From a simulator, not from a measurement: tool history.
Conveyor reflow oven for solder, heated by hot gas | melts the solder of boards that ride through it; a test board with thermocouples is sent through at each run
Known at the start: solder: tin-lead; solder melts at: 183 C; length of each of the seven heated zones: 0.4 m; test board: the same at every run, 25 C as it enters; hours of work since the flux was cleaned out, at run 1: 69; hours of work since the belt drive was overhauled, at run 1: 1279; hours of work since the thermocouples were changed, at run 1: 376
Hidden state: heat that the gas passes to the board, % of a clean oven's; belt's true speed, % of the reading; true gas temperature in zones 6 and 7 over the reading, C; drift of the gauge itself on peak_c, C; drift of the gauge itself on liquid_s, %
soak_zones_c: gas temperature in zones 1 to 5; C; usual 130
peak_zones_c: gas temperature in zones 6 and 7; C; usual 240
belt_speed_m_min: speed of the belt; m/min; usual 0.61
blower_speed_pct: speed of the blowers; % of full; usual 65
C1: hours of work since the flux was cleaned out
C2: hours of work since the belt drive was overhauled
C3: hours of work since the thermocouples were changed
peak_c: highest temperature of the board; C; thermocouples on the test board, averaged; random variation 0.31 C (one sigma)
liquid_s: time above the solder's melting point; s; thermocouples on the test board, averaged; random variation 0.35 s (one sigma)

{"run": 1, "hour": 0.0, "soak_zones_c": 130, "peak_zones_c": 240, "belt_speed_m_min": 0.61, "blower_speed_pct": 65, "C1": 69, "C2": 1279, "C3": 376, "peak_c": 223.5, "liquid_s": 61}
{"run": 2, "hour": 39.1, "soak_zones_c": 130, "peak_zones_c": 240, "belt_speed_m_min": 0.61, "blower_speed_pct": 65, "C1": 93, "C2": 1304, "C3": 401, "peak_c": 223.6, "liquid_s": 61.4}
{"run": 3, "hour": 81.0, "soak_zones_c": 130, "peak_zones_c": 240, "belt_speed_m_min": 0.61, "blower_speed_pct": 65, "C1": 120, "C2": 1330, "C3": 427, "peak_c": 223.7, "liquid_s": 61.6}
{"run": 4, "hour": 132.2, "soak_zones_c": 130, "peak_zones_c": 240, "belt_speed_m_min": 0.61, "blower_speed_pct": 65, "C1": 152, "C2": 1362, "C3": 459, "peak_c": 223.5, "liquid_s": 61.4}
{"run": 5, "hour": 176.8, "soak_zones_c": 130, "peak_zones_c": 240, "belt_speed_m_min": 0.61, "blower_speed_pct": 65, "C1": 180, "C2": 1390, "C3": 488, "peak_c": 223.9, "liquid_s": 61.2}
{"hour": 198.8, "done": "belt drive overhauled, speed set with a stopwatch"}
{"run": 6, "hour": 239.5, "soak_zones_c": 130, "peak_zones_c": 240, "belt_speed_m_min": 0.61, "blower_speed_pct": 65, "C1": 217, "C2": 26, "C3": 524, "peak_c": 223.6, "liquid_s": 61.9}
{"run": 7, "hour": 321.4, "soak_zones_c": 130, "peak_zones_c": 240, "belt_speed_m_min": 0.61, "blower_speed_pct": 53, "C1": 269, "C2": 77, "C3": 576, "peak_c": 219.3, "liquid_s": 56.5}
{"run": 8, "hour": 400.2, "soak_zones_c": 142, "peak_zones_c": 240, "belt_speed_m_min": 0.61, "blower_speed_pct": 53, "C1": 318, "C2": 127, "C3": 626, "peak_c": 221.4, "liquid_s": 63.4}
{"hour": 447.9, "done": "flux residue cleaned out of gas plates and filters"}
{"run": 9, "hour": 450.4, "soak_zones_c": 130, "peak_zones_c": 240, "belt_speed_m_min": 0.602, "blower_speed_pct": 65, "C1": 2, "C2": 155, "C3": 654, "peak_c": 224.1, "liquid_s": 62.4}
{"run": 10, "hour": 485.0, "soak_zones_c": 130, "peak_zones_c": 240, "belt_speed_m_min": 0.602, "blower_speed_pct": 65, "C1": 23, "C2": 177, "C3": 676, "peak_c": 223.7, "liquid_s": 62.9}
{"run": 11, "hour": 565.2, "soak_zones_c": 130, "peak_zones_c": 240, "belt_speed_m_min": 0.602, "blower_speed_pct": 65, "C1": 74, "C2": 228, "C3": 726, "peak_c": 223.2, "liquid_s": 62.1}
{"run": 12, "hour": 625.5, "soak_zones_c": 130, "peak_zones_c": 240, "belt_speed_m_min": 0.602, "blower_speed_pct": 65, "C1": 112, "C2": 265, "C3": 764, "peak_c": 223.5, "liquid_s": 62.6}
{"run": 13, "hour": 693.0, "soak_zones_c": 130, "peak_zones_c": 240, "belt_speed_m_min": 0.602, "blower_speed_pct": 65, "C1": 154, "C2": 308, "C3": 807, "peak_c": 223.5, "liquid_s": 62.3}
{"run": 14, "hour": 777.1, "soak_zones_c": 130, "peak_zones_c": 240, "belt_speed_m_min": 0.61, "blower_speed_pct": 65, "C1": 207, "C2": 361, "C3": 860, "peak_c": 223.9, "liquid_s": 60.9}
{"run": 15, "hour": 832.1, "soak_zones_c": 130, "peak_zones_c": 240, "belt_speed_m_min": 0.61, "blower_speed_pct": 65, "C1": 242, "C2": 396, "C3": 894, "peak_c": 223.5, "liquid_s": 61.2}
{"run": 16, "hour": 868.8, "soak_zones_c": 135, "peak_zones_c": 254, "belt_speed_m_min": 0.64, "blower_speed_pct": 71, "C1": 265, "C2": 419, "C3": 918, "peak_c": 238, "liquid_s": 67.3}
{"run": 17, "hour": 925.5, "soak_zones_c": 135, "peak_zones_c": 254, "belt_speed_m_min": 0.64, "blower_speed_pct": 71, "C1": 301, "C2": 454, "C3": 953, "peak_c": 237.8, "liquid_s": 67}
{"hour": 1005.8, "done": "flux residue cleaned out of gas plates and filters"}
{"run": 18, "hour": 1011.9, "soak_zones_c": 141, "peak_zones_c": 237, "belt_speed_m_min": 0.691, "blower_speed_pct": 52, "C1": 4, "C2": 506, "C3": 1005, "peak_c": 213.6, "liquid_s": 49.3}
{"run": 19, "hour": 1055.4, "soak_zones_c": 121, "peak_zones_c": 240, "belt_speed_m_min": 0.61, "blower_speed_pct": 56, "C1": 31, "C2": 533, "C3": 1032, "peak_c": 218.9, "liquid_s": 54.4}
{"run": 20, "hour": 1091.0, "soak_zones_c": 130, "peak_zones_c": 240, "belt_speed_m_min": 0.562, "blower_speed_pct": 65, "C1": 54, "C2": 555, "C3": 1054, "peak_c": 226.1, "liquid_s": 68.6}
{"run": 21, "hour": 1135.2, "soak_zones_c": 130, "peak_zones_c": 240, "belt_speed_m_min": 0.562, "blower_speed_pct": 65, "C1": 81, "C2": 583, "C3": 1082, "peak_c": 226, "liquid_s": 68.5}
{"run": 22, "hour": 1172.5, "soak_zones_c": 130, "peak_zones_c": 233, "belt_speed_m_min": 0.61, "blower_speed_pct": 79, "C1": 105, "C2": 607, "C3": 1106, "peak_c": 221.6, "liquid_s": 60.2}
{"hour": 1194.7, "done": "thermocouples of zones 6 and 7 changed"}
{"run": 23, "hour": 1242.2, "soak_zones_c": 120, "peak_zones_c": 241, "belt_speed_m_min": 0.52, "blower_speed_pct": 82, "C1": 148, "C2": 649, "C3": 30, "peak_c": 232.8, "liquid_s": 76.6}
{"run": 24, "hour": 1324.2, "soak_zones_c": 120, "peak_zones_c": 241, "belt_speed_m_min": 0.52, "blower_speed_pct": 82, "C1": 199, "C2": 701, "C3": 82, "peak_c": 232.7, "liquid_s": 77.5}
{"run": 25, "hour": 1371.3, "soak_zones_c": 124, "peak_zones_c": 241, "belt_speed_m_min": 0.586, "blower_speed_pct": 82, "C1": 229, "C2": 731, "C3": 111, "peak_c": 229.8, "liquid_s": 67.2}
{"run": 26, "hour": 1437.4, "soak_zones_c": 138, "peak_zones_c": 250, "belt_speed_m_min": 0.61, "blower_speed_pct": 65, "C1": 270, "C2": 772, "C3": 153, "peak_c": 233.9, "liquid_s": 69.8}
{"run": 27, "hour": 1500.5, "soak_zones_c": 117, "peak_zones_c": 235, "belt_speed_m_min": 0.61, "blower_speed_pct": 65, "C1": 310, "C2": 812, "C3": 193, "peak_c": 217.3, "liquid_s": 52.9}
{"hour": 1560.4, "done": "flux residue cleaned out of gas plates and filters"}
{"run": 28, "hour": 1560.4, "soak_zones_c": 117, "peak_zones_c": 235, "belt_speed_m_min": 0.61, "blower_speed_pct": 65, "C1": 0, "C2": 847, "C3": 227, "peak_c": 216.9, "liquid_s": 52.5}
{"run": 29, "hour": 1619.5, "soak_zones_c": 117, "peak_zones_c": 235, "belt_speed_m_min": 0.573, "blower_speed_pct": 72, "C1": 37, "C2": 884, "C3": 264, "peak_c": 221.7, "liquid_s": 60.1}
{"run": 30, "hour": 1703.5, "soak_zones_c": 117, "peak_zones_c": 235, "belt_speed_m_min": 0.573, "blower_speed_pct": 72, "C1": 90, "C2": 937, "C3": 317, "peak_c": 221.4, "liquid_s": 61.1}

4 ways to go on from here, each from the tool as it stands after run 30. What would each give?
{"run": "A", "hour": 1783.1, "soak_zones_c": 117, "peak_zones_c": 235, "belt_speed_m_min": 0.691, "blower_speed_pct": 72, "C1": 140, "C2": 987, "C3": 367, "peak_c": "?", "liquid_s": "?"}
{"run": "B", "hour": 1783.1, "soak_zones_c": 144, "peak_zones_c": 235, "belt_speed_m_min": 0.495, "blower_speed_pct": 69, "C1": 140, "C2": 987, "C3": 367, "peak_c": "?", "liquid_s": "?"}
{"run": "C", "hour": 1783.1, "soak_zones_c": 144, "peak_zones_c": 235, "belt_speed_m_min": 0.573, "blower_speed_pct": 72, "C1": 140, "C2": 987, "C3": 367, "peak_c": "?", "liquid_s": "?"}
{"run": "D", "hour": 1783.1, "soak_zones_c": 121, "peak_zones_c": 243, "belt_speed_m_min": 0.573, "blower_speed_pct": 84, "C1": 140, "C2": 987, "C3": 367, "peak_c": "?", "liquid_s": "?"}

run=A peak_c=214.8 liquid_s=44.6
run=B peak_c=227.6 liquid_s=85.6
run=C peak_c=224.6 liquid_s=72.4
run=D peak_c=232.6 liquid_s=69.8
Without the tool's hidden state the same runs would have given:
run=A peak_c=214.8 liquid_s=44.5
run=B peak_c=227.6 liquid_s=85.5
run=C peak_c=224.6 liquid_s=72.3
run=D peak_c=232.5 liquid_s=69.7
